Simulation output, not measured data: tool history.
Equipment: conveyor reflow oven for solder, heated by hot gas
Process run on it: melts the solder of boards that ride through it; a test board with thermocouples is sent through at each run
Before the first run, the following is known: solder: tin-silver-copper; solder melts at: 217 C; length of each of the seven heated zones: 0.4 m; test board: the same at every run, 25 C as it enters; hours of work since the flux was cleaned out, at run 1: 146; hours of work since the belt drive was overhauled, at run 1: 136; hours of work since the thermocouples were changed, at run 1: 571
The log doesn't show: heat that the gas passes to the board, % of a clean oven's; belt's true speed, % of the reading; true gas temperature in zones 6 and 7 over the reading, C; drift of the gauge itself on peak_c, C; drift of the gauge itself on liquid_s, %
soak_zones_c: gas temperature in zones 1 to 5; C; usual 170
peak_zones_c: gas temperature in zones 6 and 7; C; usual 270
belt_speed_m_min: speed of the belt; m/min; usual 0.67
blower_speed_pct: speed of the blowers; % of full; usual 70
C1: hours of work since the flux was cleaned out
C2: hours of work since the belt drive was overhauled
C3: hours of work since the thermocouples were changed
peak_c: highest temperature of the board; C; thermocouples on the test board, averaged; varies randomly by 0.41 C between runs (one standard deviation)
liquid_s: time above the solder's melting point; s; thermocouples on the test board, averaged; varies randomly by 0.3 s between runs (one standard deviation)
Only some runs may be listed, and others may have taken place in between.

Run 1, hour 0: usual settings; C1 146; C2 136; C3 571. Result: peak_c 247.6 C, liquid_s 48.7 s.
Run 2, hour 15.1: usual settings but belt_speed_m_min 0.628 m/min; C1 157; C2 146; C3 582. Result: peak_c 249.8 C, liquid_s 53.7 s.
Run 3, hour 26.3: usual settings but belt_speed_m_min 0.628 m/min; C1 165; C2 154; C3 589. Result: peak_c 250.2 C, liquid_s 53.8 s.
Run 4, hour 33.9: usual settings but blower_speed_pct 78 % of full; C1 170; C2 159; C3 595. Result: peak_c 248.4 C, liquid_s 50 s.
Run 5, hour 51.9: usual settings but blower_speed_pct 78 % of full; C1 183; C2 172; C3 607. Result: peak_c 249.3 C, liquid_s 50.1 s.
Run 6, hour 67.6: usual settings but soak_zones_c 163 C; C1 194; C2 183; C3 618. Result: peak_c 245.6 C, liquid_s 45 s.
Run 7, hour 82.9: usual settings but soak_zones_c 163 C; C1 205; C2 194; C3 629. Result: peak_c 246.4 C, liquid_s 44.5 s.
Run 8, hour 91.3: usual settings but soak_zones_c 163 C; C1 210; C2 200; C3 635. Result: peak_c 246.1 C, liquid_s 44.7 s.
Run 9, hour 104.9: usual settings but soak_zones_c 159 C; C1 220; C2 209; C3 644. Result: peak_c 245.5 C, liquid_s 42.5 s.
Run 10, hour 119.3: usual settings but peak_zones_c 283 C; C1 230; C2 219; C3 655. Result: peak_c 258.3 C, liquid_s 55.4 s.
Run 11, hour 135: usual settings but peak_zones_c 283 C; C1 241; C2 230; C3 666. Result: peak_c 258 C, liquid_s 55.4 s.
Run 12, hour 152: usual settings; C1 253; C2 242; C3 677. Result: peak_c 246.6 C, liquid_s 47.4 s.
At hour 157.3: belt drive overhauled, speed set with a stopwatch.
Run 13, hour 168.8: usual settings but soak_zones_c 160 C; C1 262; C2 8; C3 686. Result: peak_c 245.3 C, liquid_s 42.8 s.
Run 14, hour 177.8: usual settings; C1 268; C2 14; C3 693. Result: peak_c 247.6 C, liquid_s 47.6 s.
At hour 184.4: flux residue cleaned out of gas plates and filters.
Run 15, hour 196.5: usual settings but blower_speed_pct 63 % of full; C1 8; C2 24; C3 702. Result: peak_c 246.9 C, liquid_s 47.3 s.
Run 16, hour 206.1: usual settings; C1 15; C2 31; C3 709. Result: peak_c 248.1 C, liquid_s 49.2 s.
Run 17, hour 219.3: usual settings; C1 24; C2 40; C3 718. Result: peak_c 249.2 C, liquid_s 48.6 s.
Run 18, hour 231.9: usual settings but soak_zones_c 164 C, peak_zones_c 281 C, belt_speed_m_min 0.669 m/min, blower_speed_pct 64 % of full; C1 33; C2 49; C3 727. Result: peak_c 254.2 C, liquid_s 51.4 s.
Run 19, hour 240.5: usual settings but soak_zones_c 164 C, peak_zones_c 278 C, belt_speed_m_min 0.689 m/min, blower_speed_pct 88 % of full; C1 39; C2 55; C3 733. Result: peak_c 256.7 C, liquid_s 52.2 s.
At hour 250.4: belt drive overhauled, speed set with a stopwatch, once more.
Run 20, hour 261: usual settings but soak_zones_c 164 C, peak_zones_c 278 C, belt_speed_m_min 0.689 m/min, blower_speed_pct 88 % of full; C1 51; C2 7; C3 745. Result: peak_c 256.6 C, liquid_s 51.3 s.
Run 21, hour 270.3: usual settings but soak_zones_c 164 C, peak_zones_c 278 C, belt_speed_m_min 0.689 m/min, blower_speed_pct 88 % of full; C1 57; C2 14; C3 751. Result: peak_c 257.1 C, liquid_s 51.5 s.
Run 22, hour 284.8: usual settings but soak_zones_c 163 C, peak_zones_c 275 C, belt_speed_m_min 0.689 m/min, blower_speed_pct 88 % of full; C1 68; C2 24; C3 761. Result: peak_c 253.9 C, liquid_s 49.5 s.
Run 23, hour 292.9: usual settings but soak_zones_c 178 C, belt_speed_m_min 0.626 m/min, blower_speed_pct 81 % of full; C1 73; C2 30; C3 767. Result: peak_c 253.7 C, liquid_s 59.6 s.
Run 24, hour 303.5: usual settings but soak_zones_c 178 C, belt_speed_m_min 0.626 m/min, blower_speed_pct 81 % of full; C1 81; C2 37; C3 774. Result: peak_c 252.7 C, liquid_s 60 s.
Run 25, hour 313.3: usual settings but soak_zones_c 176 C, peak_zones_c 263 C, belt_speed_m_min 0.77 m/min, blower_speed_pct 81 % of full; C1 88; C2 44; C3 781. Result: peak_c 241.4 C, liquid_s 37.6 s.
Run 26, hour 326.8: usual settings but soak_zones_c 176 C, peak_zones_c 263 C, belt_speed_m_min 0.77 m/min, blower_speed_pct 81 % of full; C1 97; C2 54; C3 791. Result: peak_c 240.4 C, liquid_s 37.9 s.
Run 27, hour 337.9: usual settings but soak_zones_c 172 C, peak_zones_c 268 C, belt_speed_m_min 0.542 m/min, blower_speed_pct 79 % of full; C1 105; C2 61; C3 799. Result: peak_c 255 C, liquid_s 68.8 s.
Run 28, hour 349.9: usual settings but soak_zones_c 172 C, peak_zones_c 266 C, belt_speed_m_min 0.639 m/min, blower_speed_pct 61 % of full; C1 113; C2 70; C3 807. Result: peak_c 243.9 C, liquid_s 47.1 s.
Run 29, hour 358.3: usual settings but soak_zones_c 172 C, peak_zones_c 266 C, belt_speed_m_min 0.639 m/min, blower_speed_pct 61 % of full; C1 119; C2 76; C3 813. Result: peak_c 244 C, liquid_s 47.4 s.
Run 30, hour 373.1: usual settings but soak_zones_c 172 C, peak_zones_c 266 C, belt_speed_m_min 0.639 m/min, blower_speed_pct 61 % of full; C1 129; C2 86; C3 823. Result: peak_c 243.4 C, liquid_s 47.8 s.
Run 31, hour 390.9: usual settings but soak_zones_c 164 C, blower_speed_pct 62 % of full; C1 142; C2 98; C3 836. Result: peak_c 243.8 C, liquid_s 42.3 s.
Run 32, hour 400.4: usual settings but soak_zones_c 164 C, blower_speed_pct 62 % of full; C1 149; C2 105; C3 842. Result: peak_c 244.4 C, liquid_s 42.3 s.

Each row is a separate what-if for the run after 32, all from the same tool condition, not one after another. Results?
Run A, hour 416.5: usual settings but belt_speed_m_min 0.762 m/min; C1 160; C2 116; C3 854. Result: peak_c ?, liquid_s ?.
Run B, hour 416.5: usual settings but soak_zones_c 164 C, peak_zones_c 282 C, blower_speed_pct 62 % of full; C1 160; C2 116; C3 854. Result: peak_c ?, liquid_s ?.
Run C, hour 416.5: usual settings but soak_zones_c 155 C, peak_zones_c 281 C; C1 160; C2 116; C3 854. Result: peak_c ?, liquid_s ?.

run  peak_c  liquid_s
  A   241.9      36.5
  B   252.5      49.7
  C   253.1      48.1
Stripped of hidden state, with their random variation kept, the same runs would have yielded:
run  peak_c  liquid_s
  A   245.4      39.5
  B     256      52.2
  C   256.8      50.7
